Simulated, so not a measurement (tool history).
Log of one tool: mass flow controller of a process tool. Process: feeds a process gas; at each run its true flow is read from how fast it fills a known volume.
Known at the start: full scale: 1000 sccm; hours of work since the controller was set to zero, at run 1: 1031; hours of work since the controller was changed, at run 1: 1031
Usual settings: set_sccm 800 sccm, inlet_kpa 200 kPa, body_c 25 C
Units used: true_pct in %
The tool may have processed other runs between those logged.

run,hour,set_sccm,inlet_kpa,body_c,hours of work since the controller was set to zero,hours of work since the controller was changed,true_pct
1,0.0,800,200,25,1031,1031,99.22
2,39.2,800,200,25,1060,1060,99.19
3,131.5,800,200,25,1130,1130,99.22
4,178.3,800,200,25,1166,1166,99.07
5,245.5,800,200,25,1217,1217,99.21
6,309.5,800,200,25,1266,1266,99.17
7,377.2,800,200,25,1317,1317,99.17
8,432.6,800,200,25,1359,1359,99.25
9,516.3,800,200,25,1423,1423,99.01
10,584.5,800,200,25,1475,1475,99.01
11,679.7,800,175,25,1547,1547,99.22
12,768.4,800,175,25,1614,1614,99.24
13,853.5,800,175,25,1679,1679,99.19
14,934.8,800,175,25,1741,1741,99.20
15,993.0,800,200,29,1785,1785,99.14
16,1033.3,800,200,31,1815,1815,99.13
17,1112.6,800,200,31,1876,1876,99.21
18,1169.6,800,200,29,1919,1919,99.13
19,1224.7,800,200,25,1961,1961,98.81
20,1273.5,800,200,34,1998,1998,99.31
21,1312.9,800,200,34,2028,2028,99.27
22,1377.8,800,200,34,2077,2077,99.27
23,1425.9,800,200,25,2114,2114,98.99
24,1480.9,800,200,25,2155,2155,98.88
25,1557.7,800,200,25,2214,2214,98.79
26,1610.5,800,200,25,2254,2254,98.89
27,1653.3,800,194,24,2286,2286,98.74
28,1748.3,137,200,30,2358,2358,95.73
29,1824.6,137,200,30,2416,2416,95.46
30,1865.5,258,200,28,2447,2447,96.74
31,1949.3,258,200,28,2511,2511,96.91
32,1994.1,106,220,26,2545,2545,94.49
33,2080.3,530,191,22,2610,2610,97.83
34,2119.0,530,191,22,2640,2640,97.70
35,2160.9,800,232,25,2672,2672,98.49
36,2228.7,800,199,25,2723,2723,98.72
37,2278.0,800,199,25,2761,2761,98.78
38,2350.0,800,182,25,2815,2815,98.67
39,2418.0,556,182,21,2867,2867,97.67
40,2499.2,102,197,26,2929,2929,94.06
41,2570.2,562,174,31,2982,2982,98.17
42,2643.2,233,230,29,3038,3038,96.10
43,2702.7,233,230,29,3083,3083,96.14
44,2758.9,596,200,23,3126,3126,97.75
45,2842.6,596,157,24,3189,3189,98.15
46,2923.9,596,157,24,3251,3251,98.13
47,2964.3,800,178,39,3282,3282,99.05
48,3050.9,800,178,39,3348,3348,99.24

Here are 4 independent what-if runs from the current tool condition. What would each one return?
A,3117.0,800,165,25,3398,3398,?
B,3117.0,173,250,26,3398,3398,?
C,3117.0,800,167,39,3398,3398,?
D,3117.0,115,216,34,3398,3398,?

run,true_pct
A,98.56
B,94.98
C,99.18
D,94.17
Take away the tool's hidden state, keep each run's random variation, and the runs would have read:
run,true_pct
A,99.67
B,97.91
C,100.29
D,98.26

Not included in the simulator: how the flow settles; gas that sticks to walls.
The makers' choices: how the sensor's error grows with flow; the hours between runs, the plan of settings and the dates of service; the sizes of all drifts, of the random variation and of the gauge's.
